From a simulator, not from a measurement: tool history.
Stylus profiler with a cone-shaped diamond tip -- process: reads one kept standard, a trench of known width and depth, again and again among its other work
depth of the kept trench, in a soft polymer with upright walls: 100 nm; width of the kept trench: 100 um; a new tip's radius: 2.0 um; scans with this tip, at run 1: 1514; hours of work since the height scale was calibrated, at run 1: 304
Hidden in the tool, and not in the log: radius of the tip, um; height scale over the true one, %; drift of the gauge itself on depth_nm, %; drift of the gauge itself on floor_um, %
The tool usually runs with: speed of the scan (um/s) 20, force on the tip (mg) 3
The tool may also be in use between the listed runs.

run	hour	speed of the scan (um/s)	force on the tip (mg)	scans with this tip	hours of work since the height scale was calibrated	depth of the trench (angstrom)	width of the trench's floor (nm)
1	0	20	3	1514	304	1013.1	98710
2	11.5	20	3	1558	313	1013	98690
3	23.5	20	1.22	1603	322	1007.3	98660
4	31	20	1.22	1632	328	1007.2	98700
5	42.7	7	3	1676	337	1012.6	98760
6	58.1	7	3	1734	349	1012	98730
7	68.1	7	3	1772	356	1012.8	98760
8	74.9	20	3	1798	361	1012.6	98740
9	82.8	18	3	1828	367	1013	98760
10	94	18	3	1870	376	1012.3	98750
11	110.5	18	3	1933	389	1012.4	98680
12	120.1	11	2.34	1969	396	1010.8	98730
13	134.4	7	4.27	2023	407	1016.3	98760
14	146.7	7	4.27	2070	416	1015.8	98740
15	159.1	7	4.27	2117	426	1016.6	98700
16	167.8	10	4.87	2150	432	1017.3	98760
17	175.5	76	5.22	2179	438	1018.8	98640
18	191	76	5.22	2237	450	1019.3	98610
19	203.7	17	5.22	2286	460	1019.7	98700
20	219.3	22	3	2345	471	1013.8	98680

Here are 3 independent what-if runs from the current tool condition. What would each one return?
A	236	30	1.49	2408	484	?	?
B	236	11	3	2408	484	?	?
C	236	45	1.05	2408	484	?	?

run	depth of the trench (angstrom)	width of the trench's floor (nm)
A	1007.8	98630
B	1013.2	98750
C	1006.8	98580
What these runs would have given with no unlogged condition in the tool:
run	depth of the trench (angstrom)	width of the trench's floor (nm)
A	1007.8	98630
B	1013.2	98750
C	1006.8	98580
